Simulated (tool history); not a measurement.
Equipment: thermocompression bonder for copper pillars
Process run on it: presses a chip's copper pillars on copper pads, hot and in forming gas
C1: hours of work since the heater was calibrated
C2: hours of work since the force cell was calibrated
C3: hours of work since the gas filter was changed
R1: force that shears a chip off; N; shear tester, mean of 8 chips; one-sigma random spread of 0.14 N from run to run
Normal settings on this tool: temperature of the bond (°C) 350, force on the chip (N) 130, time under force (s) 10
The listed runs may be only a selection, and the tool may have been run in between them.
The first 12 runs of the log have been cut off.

run 13 day=6.175 | temperature_of_the_bond_(°C)=350 force_on_the_chip_(N)=91 time_under_force_(s)=10 | C1=121 C2=475 C3=279 | R1=34.1
run 14 day=6.504 | temperature_of_the_bond_(°C)=350 force_on_the_chip_(N)=91 time_under_force_(s)=10 | C1=126 C2=480 C3=284 | R1=34.1
run 15 day=7.271 | temperature_of_the_bond_(°C)=350 force_on_the_chip_(N)=91 time_under_force_(s)=10 | C1=138 C2=492 C3=296 | R1=33.9
run 16 day=7.808 | temperature_of_the_bond_(°C)=350 force_on_the_chip_(N)=91 time_under_force_(s)=10 | C1=147 C2=501 C3=305 | R1=34
run 17 day=8.246 | temperature_of_the_bond_(°C)=350 force_on_the_chip_(N)=130 time_under_force_(s)=23 | C1=153 C2=508 C3=312 | R1=62.2
run 18 day=8.625 | temperature_of_the_bond_(°C)=350 force_on_the_chip_(N)=130 time_under_force_(s)=10 | C1=159 C2=514 C3=317 | R1=49.3
run 19 day=9.233 | temperature_of_the_bond_(°C)=350 force_on_the_chip_(N)=130 time_under_force_(s)=10 | C1=169 C2=523 C3=327 | R1=49.2
run 20 day=9.667 | temperature_of_the_bond_(°C)=350 force_on_the_chip_(N)=130 time_under_force_(s)=10 | C1=176 C2=530 C3=334 | R1=49
run 21 day=10.35 | temperature_of_the_bond_(°C)=350 force_on_the_chip_(N)=130 time_under_force_(s)=10 | C1=187 C2=541 C3=345 | R1=49.2
run 22 day=11.133 | temperature_of_the_bond_(°C)=350 force_on_the_chip_(N)=130 time_under_force_(s)=10 | C1=199 C2=553 C3=357 | R1=49.2
run 23 day=11.738 | temperature_of_the_bond_(°C)=348 force_on_the_chip_(N)=130 time_under_force_(s)=9 | C1=208 C2=562 C3=366 | R1=47
run 24 day=12.458 | temperature_of_the_bond_(°C)=331 force_on_the_chip_(N)=79 time_under_force_(s)=9 | C1=220 C2=574 C3=378 | R1=22.3
run 25 day=12.896 | temperature_of_the_bond_(°C)=341 force_on_the_chip_(N)=102 time_under_force_(s)=9 | C1=227 C2=581 C3=385 | R1=33.9
run 26 day=13.408 | temperature_of_the_bond_(°C)=364 force_on_the_chip_(N)=126 time_under_force_(s)=27 | C1=235 C2=589 C3=393 | R1=69.4
run 27 day=14.029 | temperature_of_the_bond_(°C)=364 force_on_the_chip_(N)=126 time_under_force_(s)=27 | C1=244 C2=599 C3=402 | R1=69.5
run 28 day=14.412 | temperature_of_the_bond_(°C)=365 force_on_the_chip_(N)=181 time_under_force_(s)=20 | C1=250 C2=605 C3=408 | R1=78.9
run 29 day=15.171 | temperature_of_the_bond_(°C)=361 force_on_the_chip_(N)=88 time_under_force_(s)=7 | C1=262 C2=616 C3=420 | R1=32.4
run 30 day=15.804 | temperature_of_the_bond_(°C)=361 force_on_the_chip_(N)=88 time_under_force_(s)=7 | C1=272 C2=626 C3=430 | R1=32.2
run 31 day=16.417 | temperature_of_the_bond_(°C)=372 force_on_the_chip_(N)=82 time_under_force_(s)=5 | C1=282 C2=636 C3=440 | R1=29.2
-- day=16.921 forming gas filter changed
-- day=17.029 gauge calibrated
run 32 day=17.029 | temperature_of_the_bond_(°C)=372 force_on_the_chip_(N)=82 time_under_force_(s)=5 | C1=291 C2=645 C3=2 | R1=28.7
run 33 day=17.688 | temperature_of_the_bond_(°C)=372 force_on_the_chip_(N)=82 time_under_force_(s)=5 | C1=302 C2=656 C3=12 | R1=28.9

The next listed run, before its measurement:
run 34 day=18.146 | temperature_of_the_bond_(°C)=349 force_on_the_chip_(N)=160 time_under_force_(s)=24 | C1=309 C2=663 C3=19 | R1=?

R1: 71.2 N
On a tool with no hidden condition, and with the same random variation, this run would have come out at R1 71.1 N.

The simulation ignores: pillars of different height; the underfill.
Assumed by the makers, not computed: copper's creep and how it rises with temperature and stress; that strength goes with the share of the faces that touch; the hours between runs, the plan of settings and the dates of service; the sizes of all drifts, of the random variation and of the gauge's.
